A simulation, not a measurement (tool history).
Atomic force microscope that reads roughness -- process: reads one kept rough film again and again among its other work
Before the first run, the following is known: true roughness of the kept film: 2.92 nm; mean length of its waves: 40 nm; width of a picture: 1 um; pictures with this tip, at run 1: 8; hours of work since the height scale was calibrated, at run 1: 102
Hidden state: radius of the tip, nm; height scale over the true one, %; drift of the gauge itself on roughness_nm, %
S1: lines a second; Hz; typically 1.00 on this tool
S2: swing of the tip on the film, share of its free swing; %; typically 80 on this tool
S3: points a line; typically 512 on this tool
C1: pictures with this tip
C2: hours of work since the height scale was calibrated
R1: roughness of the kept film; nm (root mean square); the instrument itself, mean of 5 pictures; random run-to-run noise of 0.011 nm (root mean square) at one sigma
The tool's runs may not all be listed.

run    hour    S1  S2   S3   C1   C2     R1
  1     0.0  1.00  80  512    8  102  2.548
  2    28.7  1.00  80  512   46  114  2.506
  3    53.3  1.00  80  311   79  124  2.483
  4    72.6  1.00  80  311  105  132  2.439
  5   101.5  1.00  80  311  144  143  2.419
  6   127.8  1.00  80  311  180  154  2.392
  7   145.2  1.00  80  311  203  161  2.359
  8   164.7  1.00  80  344  229  169  2.339
  9   177.9  1.00  80  904  247  175  2.344
 10   194.1  1.00  66  512  269  181  2.443
 11   212.6  1.00  66  512  294  189  2.437
      231.2  -- new tip fitted
 12   240.4  1.00  66  512   13  200  2.668
 13   269.7  1.00  66  512   52  212  2.623
 14   287.6  1.00  66  512   76  220  2.626
 15   305.0  1.00  85  512   99  227  2.426
 16   328.8  1.00  85  512  131  236  2.367
 17   342.8  1.00  85  512  150  242  2.375
 18   368.9  1.00  80  512  185  253  2.399
 19   389.1  1.00  80  512  213  261  2.378
 20   417.8  1.00  80  512  251  273  2.324
 21   433.6  1.00  80  512  273  279  2.321
      437.4  -- height scale calibrated on a step standard
 22   462.0  1.00  80  388  309   10  2.298
      468.6  -- new tip fitted
 23   492.8  1.00  80  388   32   23  2.507
 24   511.4  1.00  80  388   57   30  2.478
 25   528.4  1.00  80  388   80   37  2.445
      536.4  -- height scale calibrated on a step standard, once more
 26   545.3  3.56  80  512  101    4  1.999
 27   559.8  3.56  80  512  121   10  1.986
 28   589.6  1.93  80  512  161   22  2.227
 29   619.3  1.93  80  512  201   34  2.191
 30   644.3  1.22  80  356  235   44  2.294
 31   660.0  0.62  76  356  256   51  2.426
 32   683.8  0.62  76  356  288   60  2.380
 33   704.5  1.39  58  778  316   69  2.438
      707.1  -- new tip fitted
 34   722.7  1.39  58  778   21   76  2.697
 35   746.6  1.39  58  778   54   86  2.683
 36   769.3  1.52  80  665   84   95  2.372
 37   798.3  3.50  82  512  123  107  1.947
 38   811.5  1.25  59  512  141  113  2.588
 39   825.9  1.25  59  512  160  119  2.562
 40   853.5  1.25  59  512  198  130  2.516
 41   878.0  1.25  59  512  231  140  2.491
 42   901.7  1.00  81  586  262  150  2.322
 43   920.2  3.08  80  563  287  157  1.957
 44   935.6  1.59  59  512  308  164  2.413
      945.6  -- new tip fitted
 45   965.9  0.76  57  479   27  176  2.699
 46   994.0  3.32  86  512   65  187  1.901
 47  1014.9  3.32  68  512   93  196  2.308
 48  1028.6  3.05  69  368  112  202  2.312
 49  1052.7  1.26  65  388  144  211  2.519
 50  1072.9  0.78  85  512  171  220  2.406
 51  1094.0  0.78  85  512  200  228  2.385
 52  1119.4  2.92  57  935  234  239  2.412
 53  1135.3  2.92  57  935  255  245  2.382

For some of the steps in R1 from one run to the next: how much would appear even if the tool had no hidden state, given the settings, what came in and random variation, and how much remains for the hidden state plus any gauge scatter that the measured result and the result without hidden state don't share?
Run 11 -> 12: new tip fitted. R1 +0.231 nm (root mean square): hidden state +0.243, all else -0.012.
Run 33 -> 34: new tip fitted. R1 +0.259 nm (root mean square): hidden state +0.268, all else -0.009.
Run 37 -> 38: S1 3.50 -> 1.25, S2 82 -> 59. R1 +0.641 nm (root mean square): hidden state -0.048, all else +0.689.
Run 43 -> 44: S1 3.08 -> 1.59, S2 80 -> 59, S3 563 -> 512. R1 +0.456 nm (root mean square): hidden state -0.069, all else +0.525.
Run 44 -> 45: S1 1.59 -> 0.76, S2 59 -> 57, S3 512 -> 479, new tip fitted. R1 +0.286 nm (root mean square): hidden state +0.238, all else +0.048.
Run 45 -> 46: S1 0.76 -> 3.32, S2 57 -> 86, S3 479 -> 512. R1 -0.798 nm (root mean square): hidden state -0.012, all else -0.786.
